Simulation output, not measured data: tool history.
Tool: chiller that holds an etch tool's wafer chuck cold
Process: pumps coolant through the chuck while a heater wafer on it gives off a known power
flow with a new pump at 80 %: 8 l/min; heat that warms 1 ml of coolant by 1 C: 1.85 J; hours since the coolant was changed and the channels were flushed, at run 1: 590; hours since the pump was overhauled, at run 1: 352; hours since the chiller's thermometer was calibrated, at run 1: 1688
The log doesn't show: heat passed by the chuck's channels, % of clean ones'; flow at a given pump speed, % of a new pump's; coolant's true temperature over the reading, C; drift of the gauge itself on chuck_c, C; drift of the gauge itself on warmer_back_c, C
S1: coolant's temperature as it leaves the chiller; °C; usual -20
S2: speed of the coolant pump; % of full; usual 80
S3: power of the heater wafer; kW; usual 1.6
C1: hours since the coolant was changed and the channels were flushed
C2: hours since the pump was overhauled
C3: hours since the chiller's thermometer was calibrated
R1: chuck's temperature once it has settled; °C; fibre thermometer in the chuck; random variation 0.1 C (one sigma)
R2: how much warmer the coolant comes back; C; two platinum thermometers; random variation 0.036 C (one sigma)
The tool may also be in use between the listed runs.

Run 1, day 0: usual settings; C1 590; C2 352; C3 1688. Result: R1 -7.1 °C, R2 6.48 C.
Run 2, day 0.675: usual settings; C1 606; C2 368; C3 1704. Result: R1 -6.9 °C, R2 6.49 C.
Run 3, day 1.925: usual settings; C1 636; C2 398; C3 1734. Result: R1 -6.9 °C, R2 6.52 C.
Run 4, day 3.212: usual settings; C1 667; C2 429; C3 1765. Result: R1 -7.1 °C, R2 6.59 C.
Run 5, day 4.45: usual settings but S2 64 % of full; C1 697; C2 459; C3 1795. Result: R1 -4.1 °C, R2 8.43 C.
Run 6, day 5.075: usual settings but S2 64 % of full; C1 712; C2 474; C3 1810. Result: R1 -4.1 °C, R2 8.47 C.
Run 7, day 5.733: usual settings but S2 64 % of full; C1 727; C2 489; C3 1826. Result: R1 -3.9 °C, R2 8.53 C.
Run 8, day 6.7: usual settings but S2 65 % of full, S3 2.295 kW; C1 751; C2 513; C3 1849. Result: R1 2.5 °C, R2 11.94 C.

Forecast run 9:
Run 9, day 7.879: usual settings but S2 65 % of full, S3 2.295 kW; C1 779; C2 541; C3 1877. Result: R1 ?, R2 ?.

Run 9 gave R1 2.5 °C, R2 11.93 C.
Without the tool's hidden state the same run would have given R1 2.5 °C, R2 11.74 C.
